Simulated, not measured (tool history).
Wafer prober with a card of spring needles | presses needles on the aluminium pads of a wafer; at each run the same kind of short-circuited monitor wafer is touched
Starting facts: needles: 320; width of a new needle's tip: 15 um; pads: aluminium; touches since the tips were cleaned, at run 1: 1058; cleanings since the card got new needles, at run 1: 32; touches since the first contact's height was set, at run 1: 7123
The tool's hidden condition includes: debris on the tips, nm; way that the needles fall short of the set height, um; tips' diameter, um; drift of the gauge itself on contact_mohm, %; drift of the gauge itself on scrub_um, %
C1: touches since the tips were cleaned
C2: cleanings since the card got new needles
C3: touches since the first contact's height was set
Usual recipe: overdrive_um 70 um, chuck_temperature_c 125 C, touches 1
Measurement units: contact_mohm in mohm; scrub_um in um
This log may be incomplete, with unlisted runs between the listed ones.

{"run": 1, "hour": 0.0, "overdrive_um": 70, "chuck_temperature_c": 125, "touches": 1, "C1": 1058, "C2": 32, "C3": 7123, "contact_mohm": 338, "scrub_um": 9.32}
{"hour": 13.6, "done": "tips cleaned on abrasive film"}
{"run": 2, "hour": 13.6, "overdrive_um": 70, "chuck_temperature_c": 125, "touches": 1, "C1": 0, "C2": 33, "C3": 12401, "contact_mohm": 303, "scrub_um": 9.23}
{"run": 3, "hour": 20.2, "overdrive_um": 70, "chuck_temperature_c": 125, "touches": 1, "C1": 2595, "C2": 33, "C3": 14996, "contact_mohm": 393, "scrub_um": 9.25}
{"hour": 29.6, "done": "tips cleaned on abrasive film"}
{"run": 4, "hour": 33.7, "overdrive_um": 70, "chuck_temperature_c": 125, "touches": 1, "C1": 1580, "C2": 34, "C3": 20228, "contact_mohm": 354, "scrub_um": 9.25}
{"run": 5, "hour": 43.1, "overdrive_um": 70, "chuck_temperature_c": 125, "touches": 1, "C1": 5276, "C2": 34, "C3": 23924, "contact_mohm": 422, "scrub_um": 9.24}
{"hour": 45.4, "done": "tips cleaned on abrasive film"}
{"run": 6, "hour": 53.0, "overdrive_um": 70, "chuck_temperature_c": 125, "touches": 1, "C1": 2965, "C2": 35, "C3": 27753, "contact_mohm": 387, "scrub_um": 9.18}
{"run": 7, "hour": 60.0, "overdrive_um": 70, "chuck_temperature_c": 125, "touches": 1, "C1": 5695, "C2": 35, "C3": 30483, "contact_mohm": 425, "scrub_um": 9.28}
{"hour": 61.9, "done": "tips cleaned on abrasive film"}
{"run": 8, "hour": 67.9, "overdrive_um": 70, "chuck_temperature_c": 125, "touches": 1, "C1": 2347, "C2": 36, "C3": 33560, "contact_mohm": 373, "scrub_um": 9.25}
{"hour": 77.7, "done": "tips cleaned on abrasive film"}
{"run": 9, "hour": 78.6, "overdrive_um": 70, "chuck_temperature_c": 46, "touches": 1, "C1": 343, "C2": 37, "C3": 37696, "contact_mohm": 290, "scrub_um": 9.21}
{"run": 10, "hour": 88.0, "overdrive_um": 70, "chuck_temperature_c": 125, "touches": 1, "C1": 4026, "C2": 37, "C3": 41379, "contact_mohm": 411, "scrub_um": 9.21}
{"hour": 94.2, "done": "tips cleaned on abrasive film"}
{"run": 11, "hour": 95.3, "overdrive_um": 70, "chuck_temperature_c": 34, "touches": 1, "C1": 397, "C2": 38, "C3": 44172, "contact_mohm": 300, "scrub_um": 9.24}
{"run": 12, "hour": 103.1, "overdrive_um": 70, "chuck_temperature_c": 34, "touches": 1, "C1": 3464, "C2": 38, "C3": 47239, "contact_mohm": 395, "scrub_um": 9.23}
{"hour": 110.1, "done": "tips cleaned on abrasive film"}
{"run": 13, "hour": 117.7, "overdrive_um": 70, "chuck_temperature_c": 125, "touches": 1, "C1": 2968, "C2": 39, "C3": 52909, "contact_mohm": 399, "scrub_um": 9.18}
{"hour": 126.0, "done": "tips cleaned on abrasive film"}
{"run": 14, "hour": 129.1, "overdrive_um": 54, "chuck_temperature_c": 125, "touches": 1, "C1": 1227, "C2": 40, "C3": 57340, "contact_mohm": 409, "scrub_um": 7.04}
{"run": 15, "hour": 140.5, "overdrive_um": 54, "chuck_temperature_c": 125, "touches": 1, "C1": 5697, "C2": 40, "C3": 61810, "contact_mohm": 510, "scrub_um": 7.07}
{"hour": 142.7, "done": "tips cleaned on abrasive film"}
{"run": 16, "hour": 151.0, "overdrive_um": 54, "chuck_temperature_c": 125, "touches": 1, "C1": 3271, "C2": 41, "C3": 65889, "contact_mohm": 476, "scrub_um": 7.05}
{"hour": 159.2, "done": "tips cleaned on abrasive film"}
{"run": 17, "hour": 164.7, "overdrive_um": 54, "chuck_temperature_c": 125, "touches": 1, "C1": 2168, "C2": 42, "C3": 71214, "contact_mohm": 434, "scrub_um": 7.02}
{"hour": 175.5, "done": "tips cleaned on abrasive film"}
{"run": 18, "hour": 178.6, "overdrive_um": 51, "chuck_temperature_c": 54, "touches": 2, "C1": 1221, "C2": 43, "C3": 76596, "contact_mohm": 346, "scrub_um": 6.57}
{"run": 19, "hour": 189.4, "overdrive_um": 63, "chuck_temperature_c": 125, "touches": 1, "C1": 5451, "C2": 43, "C3": 80826, "contact_mohm": 460, "scrub_um": 8.13}
{"hour": 191.7, "done": "tips cleaned on abrasive film"}
{"run": 20, "hour": 202.6, "overdrive_um": 63, "chuck_temperature_c": 125, "touches": 1, "C1": 4260, "C2": 44, "C3": 85937, "contact_mohm": 447, "scrub_um": 8.17}
{"hour": 207.7, "done": "tips cleaned on abrasive film"}
{"run": 21, "hour": 215.3, "overdrive_um": 63, "chuck_temperature_c": 27, "touches": 1, "C1": 2946, "C2": 45, "C3": 90876, "contact_mohm": 416, "scrub_um": 8.19}
{"hour": 224.0, "done": "tips cleaned on abrasive film"}
{"run": 22, "hour": 227.1, "overdrive_um": 63, "chuck_temperature_c": 27, "touches": 1, "C1": 1212, "C2": 46, "C3": 95465, "contact_mohm": 348, "scrub_um": 8.13}
{"run": 23, "hour": 237.1, "overdrive_um": 79, "chuck_temperature_c": 110, "touches": 2, "C1": 5133, "C2": 46, "C3": 99386, "contact_mohm": 351, "scrub_um": 10.26}
{"hour": 240.0, "done": "tips cleaned on abrasive film"}
{"run": 24, "hour": 250.0, "overdrive_um": 79, "chuck_temperature_c": 110, "touches": 2, "C1": 3899, "C2": 47, "C3": 104388, "contact_mohm": 348, "scrub_um": 10.32}
{"hour": 256.3, "done": "tips cleaned on abrasive film"}
{"run": 25, "hour": 263.0, "overdrive_um": 79, "chuck_temperature_c": 110, "touches": 2, "C1": 2643, "C2": 48, "C3": 109445, "contact_mohm": 341, "scrub_um": 10.24}

Estimate the outcome of run 26 from the log above:
{"hour": 272.4, "done": "tips cleaned on abrasive film"}
{"run": 26, "hour": 272.4, "overdrive_um": 79, "chuck_temperature_c": 110, "touches": 2, "C1": 0, "C2": 49, "C3": 113081, "contact_mohm": "?", "scrub_um": "?"}

contact_mohm: 282 mohm
scrub_um: 10.24 um
Without the tool's hidden state the same run would have given contact_mohm 275 mohm, scrub_um 10.50 um.

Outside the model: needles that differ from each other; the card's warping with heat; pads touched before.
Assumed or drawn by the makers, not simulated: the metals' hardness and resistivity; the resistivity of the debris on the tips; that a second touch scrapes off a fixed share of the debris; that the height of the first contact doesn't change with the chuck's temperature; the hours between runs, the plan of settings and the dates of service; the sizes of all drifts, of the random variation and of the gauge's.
